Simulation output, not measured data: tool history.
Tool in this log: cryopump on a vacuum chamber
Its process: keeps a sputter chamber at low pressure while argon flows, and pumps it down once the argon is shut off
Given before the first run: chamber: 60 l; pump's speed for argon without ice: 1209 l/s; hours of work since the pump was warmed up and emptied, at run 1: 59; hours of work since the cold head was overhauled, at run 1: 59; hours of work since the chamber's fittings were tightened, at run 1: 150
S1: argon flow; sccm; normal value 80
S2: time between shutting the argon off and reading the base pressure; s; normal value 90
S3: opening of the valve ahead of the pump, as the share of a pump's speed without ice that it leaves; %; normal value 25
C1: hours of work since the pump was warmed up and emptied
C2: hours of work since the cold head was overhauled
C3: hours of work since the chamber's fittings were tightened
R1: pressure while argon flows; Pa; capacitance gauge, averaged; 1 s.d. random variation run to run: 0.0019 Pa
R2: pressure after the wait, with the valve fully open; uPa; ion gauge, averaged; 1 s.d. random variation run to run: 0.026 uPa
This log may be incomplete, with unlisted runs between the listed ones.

run   hour   S1   S2  S3   C1   C2   C3      R1    R2
  1      0   80   90  25   59   59  150  0.4486  1.15
  2     13   80   90  25   68   68  159  0.4517  1.14
  3   27.7   80   90  25   79   79  170  0.4548  1.11
  4   38.8   80   90  47   87   87  178  0.2417  1.14
  5   48.1   80   90  23   94   94  185  0.4913  1.15
  6   55.8   80   90  23  100  100  191  0.4908  1.08
  7   62.9   80   90  23  105  105  196   0.496  1.14
  8   74.7   73   90  23  114  114  205  0.4482  1.04
  9   82.3   73   90  23  119  119  210   0.451  1.07
 10   91.4   73   90  23  126  126  217  0.4511  1.13
 11   99.2  115   73  34  132  132  223  0.4815  1.26
 12  107.1   80   90  24  137  137  228   0.473   1.1
 13  114.4  139   27  46  143  143  234  0.4327     3
 14  122.5   87  124  28  149  149  240  0.4355  0.84
 15    136   44   90  25  159  159  250  0.2504  1.13
 16  148.8   44   90  25  168  168  259  0.2509  1.14
 17  158.4   44   90  25  175  175  266  0.2491  1.13
 18  171.1   42  163  25  185  185  275  0.2378  0.74
 19  179.4   42  163  25  191  191  281  0.2387  0.74
 20  186.2   42   77  25  196  196  286   0.239  1.23

Each row is a separate what-if for the run after 20, all from the same tool condition, not one after another. Results?
  A  192.6  79  57  25  200  200  291   ?   ?
  B  192.6  65  24  25  200  200  291   ?   ?
  C  192.6  40  90  23  200  200  291   ?   ?

run      R1    R2
  A  0.4487   1.5
  B  0.3717  3.37
  C  0.2475  1.13
Had the tool no hidden state, the same runs would have come out as:
run      R1    R2
  A  0.4403  1.44
  B  0.3647  3.31
  C  0.2432  1.07
